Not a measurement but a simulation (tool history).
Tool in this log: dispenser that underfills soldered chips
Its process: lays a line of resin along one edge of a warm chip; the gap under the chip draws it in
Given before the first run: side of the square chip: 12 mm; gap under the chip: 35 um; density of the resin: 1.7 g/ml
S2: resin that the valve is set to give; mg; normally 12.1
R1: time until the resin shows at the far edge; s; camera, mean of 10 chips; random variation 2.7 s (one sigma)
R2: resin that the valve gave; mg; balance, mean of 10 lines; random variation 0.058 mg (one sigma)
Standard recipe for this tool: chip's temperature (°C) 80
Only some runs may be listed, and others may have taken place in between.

run 1 hour=0.0 | chip's_temperature_(°C)=80 S2=12.1 | R1=304.8 R2=12.02
-- hour=8.6 new syringe of resin
run 2 hour=10.8 | chip's_temperature_(°C)=80 S2=12.1 | R1=299.4 R2=12.01
-- hour=18.9 new syringe of resin
run 3 hour=18.9 | chip's_temperature_(°C)=80 S2=12.1 | R1=294.6 R2=12.01
-- hour=29.5 new syringe of resin
run 4 hour=29.7 | chip's_temperature_(°C)=83 S2=12.1 | R1=262.3 R2=11.95
run 5 hour=34.3 | chip's_temperature_(°C)=83 S2=12.1 | R1=290.1 R2=11.82
-- hour=39.5 new syringe of resin
run 6 hour=45.0 | chip's_temperature_(°C)=83 S2=12.1 | R1=290.4 R2=11.84
-- hour=49.6 new syringe of resin
run 7 hour=54.5 | chip's_temperature_(°C)=83 S2=12.1 | R1=280.5 R2=11.75
-- hour=60.2 new syringe of resin
run 8 hour=65.4 | chip's_temperature_(°C)=83 S2=12.1 | R1=277.5 R2=11.63
-- hour=70.7 new syringe of resin
run 9 hour=71.6 | chip's_temperature_(°C)=83 S2=12.1 | R1=261.4 R2=11.55
run 10 hour=77.6 | chip's_temperature_(°C)=83 S2=12.1 | R1=293.0 R2=11.61
-- hour=81.7 new syringe of resin
run 11 hour=87.5 | chip's_temperature_(°C)=83 S2=12.1 | R1=295.6 R2=11.49
-- hour=91.8 new syringe of resin
run 12 hour=94.6 | chip's_temperature_(°C)=83 S2=12.1 | R1=278.3 R2=11.38
-- hour=102.7 new syringe of resin
run 13 hour=102.9 | chip's_temperature_(°C)=83 S2=12.1 | R1=261.8 R2=11.40
run 14 hour=107.8 | chip's_temperature_(°C)=83 S2=12.1 | R1=296.9 R2=11.40
-- hour=112.7 new syringe of resin
run 15 hour=113.4 | chip's_temperature_(°C)=83 S2=12.1 | R1=269.6 R2=11.32
run 16 hour=118.5 | chip's_temperature_(°C)=85 S2=11.0 | R1=285.7 R2=10.25
-- hour=122.9 new syringe of resin
run 17 hour=127.8 | chip's_temperature_(°C)=72 S2=11.8 | R1=507.9 R2=10.98
-- hour=133.2 new syringe of resin
run 18 hour=134.1 | chip's_temperature_(°C)=65 S2=11.1 | R1=689.6 R2=10.13
run 19 hour=141.2 | chip's_temperature_(°C)=81 S2=15.4 | R1=328.7 R2=14.19
-- hour=143.8 new syringe of resin
run 20 hour=152.7 | chip's_temperature_(°C)=91 S2=13.9 | R1=216.9 R2=12.69
-- hour=153.8 new syringe of resin
run 21 hour=162.6 | chip's_temperature_(°C)=91 S2=13.9 | R1=215.0 R2=12.63
-- hour=164.5 new syringe of resin
-- hour=171.9 dispensing valve cleaned and set on the balance
run 22 hour=173.8 | chip's_temperature_(°C)=85 S2=12.2 | R1=283.2 R2=12.19
-- hour=175.8 new syringe of resin
run 23 hour=178.8 | chip's_temperature_(°C)=85 S2=12.2 | R1=255.9 R2=12.25

5 options for the next run, each taken on its own from the tool as it stands now. Forecast them:
-- hour=186.4 new syringe of resin
run A hour=188.8 | chip's_temperature_(°C)=66 S2=14.7 | R1=? R2=?
-- hour=186.4 new syringe of resin
run B hour=188.8 | chip's_temperature_(°C)=77 S2=12.1 | R1=? R2=?
-- hour=186.4 new syringe of resin
run C hour=188.8 | chip's_temperature_(°C)=80 S2=13.9 | R1=? R2=?
-- hour=186.4 new syringe of resin
run D hour=188.8 | chip's_temperature_(°C)=86 S2=13.0 | R1=? R2=?
-- hour=186.4 new syringe of resin
run E hour=188.8 | chip's_temperature_(°C)=78 S2=12.3 | R1=? R2=?

run=A R1=613.0 R2=14.44
run=B R1=369.0 R2=11.99
run=C R1=307.4 R2=13.80
run=D R1=234.9 R2=12.92
run=E R1=350.4 R2=12.16
Had the tool no hidden state, the same runs would have come out as:
run=A R1=528.1 R2=14.58
run=B R1=319.7 R2=12.11
run=C R1=267.1 R2=13.93
run=D R1=204.7 R2=13.05
run=E R1=303.8 R2=12.28
